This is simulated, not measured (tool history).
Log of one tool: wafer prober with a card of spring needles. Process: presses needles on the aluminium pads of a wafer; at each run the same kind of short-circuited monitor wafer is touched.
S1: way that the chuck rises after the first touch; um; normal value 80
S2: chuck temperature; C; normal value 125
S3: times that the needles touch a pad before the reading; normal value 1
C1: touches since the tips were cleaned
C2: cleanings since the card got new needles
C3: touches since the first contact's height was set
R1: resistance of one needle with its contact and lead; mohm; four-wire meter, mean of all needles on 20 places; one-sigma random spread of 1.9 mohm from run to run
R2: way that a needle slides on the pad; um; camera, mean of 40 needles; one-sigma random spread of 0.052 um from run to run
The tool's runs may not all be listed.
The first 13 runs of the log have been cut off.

| run | hour | S1 | S2 | S3 | C1 | C2 | C3 | R1 | R2 |
|---|---|---|---|---|---|---|---|---|---|
| 14 | 81.6 | 80 | 33 | 1 | 1795 | 42 | 42248 | 180 | 9.74 |
|  | 85.8 | tips cleaned on abrasive film |
| 15 | 88.9 | 80 | 125 | 1 | 905 | 43 | 44395 | 199 | 9.65 |
| 16 | 93.8 | 80 | 125 | 1 | 2352 | 43 | 45842 | 202 | 9.69 |
|  | 96.5 | tips cleaned on abrasive film |
| 17 | 99.9 | 80 | 125 | 1 | 1017 | 44 | 47645 | 200 | 9.69 |
| 18 | 105.6 | 80 | 125 | 1 | 2713 | 44 | 49341 | 199 | 9.69 |
|  | 106.8 | tips cleaned on abrasive film |
| 19 | 112.8 | 98 | 32 | 1 | 1762 | 45 | 51432 | 180 | 11.72 |
| 20 | 116.7 | 63 | 125 | 2 | 2919 | 45 | 52589 | 205 | 7.65 |
|  | 117.5 | tips cleaned on abrasive film |
| 21 | 121.2 | 67 | 88 | 1 | 1081 | 46 | 53903 | 195 | 8.13 |
| 22 | 125.6 | 67 | 88 | 1 | 2397 | 46 | 55219 | 197 | 8.08 |
|  | 128.0 | tips cleaned on abrasive film |
| 23 | 133.2 | 67 | 88 | 1 | 1548 | 47 | 57447 | 195 | 8.11 |
|  | 138.4 | tips cleaned on abrasive film |
| 24 | 140.3 | 76 | 125 | 1 | 573 | 48 | 59524 | 204 | 9.21 |
| 25 | 144.7 | 76 | 125 | 1 | 1876 | 48 | 60827 | 200 | 9.07 |
|  | 148.8 | tips cleaned on abrasive film |
| 26 | 153.8 | 90 | 35 | 1 | 1469 | 49 | 63496 | 182 | 10.88 |
|  | 159.1 | tips cleaned on abrasive film |
| 27 | 161.7 | 89 | 125 | 2 | 771 | 50 | 65819 | 197 | 10.66 |
| 28 | 167.0 | 62 | 52 | 1 | 2342 | 50 | 67390 | 187 | 7.46 |
|  | 169.2 | tips cleaned on abrasive film |
| 29 | 174.7 | 76 | 36 | 1 | 1628 | 51 | 69670 | 185 | 9.10 |
|  | 179.7 | tips cleaned on abrasive film |
| 30 | 180.5 | 76 | 90 | 1 | 241 | 52 | 71357 | 194 | 9.00 |
| 31 | 184.7 | 76 | 43 | 2 | 1499 | 52 | 72615 | 187 | 9.11 |
|  | 190.4 | tips cleaned on abrasive film |
| 32 | 192.3 | 71 | 109 | 1 | 559 | 53 | 74838 | 197 | 8.48 |
| 33 | 199.6 | 81 | 39 | 2 | 2730 | 53 | 77009 | 184 | 9.71 |

Run 34 has not been measured yet. What should we expect?
|  | 200.9 | tips cleaned on abrasive film |
| 34 | 204.6 | 60 | 64 | 1 | 1102 | 54 | 78465 | ? | ? |

Run 34 yielded R1 190 mohm, R2 7.17 um.
With no hidden state in the tool, this same run would have given R1 189 mohm, R2 7.34 um.
